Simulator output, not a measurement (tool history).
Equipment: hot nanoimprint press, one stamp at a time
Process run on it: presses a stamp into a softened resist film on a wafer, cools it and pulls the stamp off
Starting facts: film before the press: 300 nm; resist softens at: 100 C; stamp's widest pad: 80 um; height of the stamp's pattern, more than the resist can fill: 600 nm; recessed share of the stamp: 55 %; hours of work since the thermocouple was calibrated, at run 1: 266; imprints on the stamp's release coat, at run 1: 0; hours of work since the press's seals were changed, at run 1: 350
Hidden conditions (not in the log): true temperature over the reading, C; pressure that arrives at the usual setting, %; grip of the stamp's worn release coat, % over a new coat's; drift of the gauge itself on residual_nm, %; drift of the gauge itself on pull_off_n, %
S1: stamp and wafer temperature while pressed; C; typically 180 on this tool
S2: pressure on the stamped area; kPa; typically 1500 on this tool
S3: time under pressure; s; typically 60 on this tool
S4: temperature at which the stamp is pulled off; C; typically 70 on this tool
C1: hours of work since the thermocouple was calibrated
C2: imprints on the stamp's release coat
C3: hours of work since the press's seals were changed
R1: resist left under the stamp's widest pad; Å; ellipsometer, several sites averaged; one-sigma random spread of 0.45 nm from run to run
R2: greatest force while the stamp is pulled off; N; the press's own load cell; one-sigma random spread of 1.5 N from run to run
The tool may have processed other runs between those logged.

run 1 hour=0 | S1=180 S2=1500 S3=60 S4=70 | C1=266 C2=0 C3=350 | R1=1771 R2=87
run 2 hour=30.1 | S1=180 S2=1500 S3=60 S4=60 | C1=289 C2=138 C3=373 | R1=1772 R2=110
run 3 hour=89.6 | S1=180 S2=1500 S3=60 S4=70 | C1=334 C2=411 C3=418 | R1=1753 R2=91
run 4 hour=153.6 | S1=185 S2=1500 S3=60 S4=70 | C1=382 C2=705 C3=466 | R1=1587 R2=96
run 5 hour=207.8 | S1=180 S2=1500 S3=60 S4=56 | C1=423 C2=954 C3=507 | R1=1747 R2=125
-- hour=234.9 plate thermocouple calibrated
run 6 hour=257.6 | S1=180 S2=1500 S3=60 S4=56 | C1=17 C2=1169 C3=542 | R1=1819 R2=136
run 7 hour=316.1 | S1=180 S2=1500 S3=60 S4=56 | C1=61 C2=1437 C3=587 | R1=1803 R2=136
run 8 hour=351.3 | S1=180 S2=1500 S3=60 S4=56 | C1=88 C2=1599 C3=613 | R1=1806 R2=141
run 9 hour=396.7 | S1=180 S2=1500 S3=60 S4=56 | C1=122 C2=1808 C3=648 | R1=1805 R2=139
run 10 hour=426.6 | S1=180 S2=1500 S3=60 S4=70 | C1=145 C2=1945 C3=670 | R1=1804 R2=112
-- hour=455.8 stamp cleaned and given a new release coat
run 11 hour=478.2 | S1=180 S2=1500 S3=60 S4=70 | C1=179 C2=103 C3=705 | R1=1790 R2=91
run 12 hour=507.5 | S1=180 S2=1500 S3=60 S4=70 | C1=201 C2=238 C3=727 | R1=1794 R2=90
-- hour=528.3 press's hydraulic seals changed and the load cell set to zero
run 13 hour=562 | S1=180 S2=1500 S3=60 S4=70 | C1=237 C2=451 C3=25 | R1=1769 R2=92
run 14 hour=623.3 | S1=180 S2=1500 S3=60 S4=70 | C1=283 C2=733 C3=72 | R1=1758 R2=98
run 15 hour=686.3 | S1=180 S2=1500 S3=60 S4=70 | C1=330 C2=1022 C3=119 | R1=1754 R2=100
run 16 hour=746.1 | S1=180 S2=1500 S3=60 S4=70 | C1=376 C2=1297 C3=165 | R1=1747 R2=99
run 17 hour=801.3 | S1=187 S2=1500 S3=60 S4=73 | C1=417 C2=1550 C3=206 | R1=1514 R2=98
-- hour=836.6 plate thermocouple calibrated
run 18 hour=865.7 | S1=187 S2=1500 S3=60 S4=73 | C1=22 C2=1832 C3=253 | R1=1563 R2=101
run 19 hour=893.6 | S1=180 S2=1660 S3=87 S4=70 | C1=43 C2=1960 C3=274 | R1=1537 R2=114
-- hour=921.8 stamp cleaned and given a new release coat
run 20 hour=939.3 | S1=180 S2=1050 S3=60 S4=67 | C1=73 C2=81 C3=304 | R1=2033 R2=96
run 21 hour=1006.7 | S1=171 S2=1480 S3=60 S4=60 | C1=124 C2=390 C3=355 | R1=2127 R2=114
run 22 hour=1036.1 | S1=191 S2=1500 S3=60 S4=70 | C1=146 C2=525 C3=377 | R1=1437 R2=95
run 23 hour=1098.2 | S1=191 S2=1820 S3=60 S4=66 | C1=193 C2=810 C3=424 | R1=1306 R2=106
run 24 hour=1162.3 | S1=174 S2=940 S3=65 S4=70 | C1=242 C2=1105 C3=472 | R1=2245 R2=99
run 25 hour=1215 | S1=190 S2=1920 S3=60 S4=70 | C1=281 C2=1347 C3=512 | R1=1297 R2=104
run 26 hour=1268.6 | S1=178 S2=1050 S3=56 S4=60 | C1=322 C2=1593 C3=552 | R1=2111 R2=128
run 27 hour=1322.7 | S1=178 S2=1050 S3=56 S4=60 | C1=363 C2=1841 C3=593 | R1=2101 R2=128
-- hour=1374.7 stamp cleaned and given a new release coat
run 28 hour=1374.7 | S1=183 S2=1670 S3=52 S4=60 | C1=397 C2=0 C3=628 | R1=1657 R2=107
run 29 hour=1406 | S1=168 S2=1500 S3=73 S4=70 | C1=421 C2=144 C3=652 | R1=2095 R2=88
-- hour=1432.8 plate thermocouple calibrated
run 30 hour=1468.1 | S1=180 S2=1390 S3=31 S4=70 | C1=27 C2=415 C3=696 | R1=2210 R2=95
-- hour=1529.3 press's hydraulic seals changed and the load cell set to zero
run 31 hour=1535.2 | S1=186 S2=1500 S3=60 S4=64 | C1=71 C2=687 C3=4 | R1=1587 R2=109

Consider 3 possible next runs. They are alternatives, not a sequence: every one starts from the tool as it was left by run 31. What does each give?
run A hour=1564.5 | S1=180 S2=1500 S3=60 S4=70 | C1=93 C2=822 C3=27 | R1=? R2=?
run B hour=1564.5 | S1=175 S2=1500 S3=60 S4=64 | C1=93 C2=822 C3=27 | R1=? R2=?
run C hour=1564.5 | S1=180 S2=1500 S3=60 S4=60 | C1=93 C2=822 C3=27 | R1=? R2=?

run=A R1=1791 R2=98
run=B R1=1978 R2=106
run=C R1=1793 R2=117
The same runs, with their run-to-run variation unchanged, on a tool lacking any hidden condition would have given:
run=A R1=1799 R2=90
run=B R1=1986 R2=97
run=C R1=1801 R2=108

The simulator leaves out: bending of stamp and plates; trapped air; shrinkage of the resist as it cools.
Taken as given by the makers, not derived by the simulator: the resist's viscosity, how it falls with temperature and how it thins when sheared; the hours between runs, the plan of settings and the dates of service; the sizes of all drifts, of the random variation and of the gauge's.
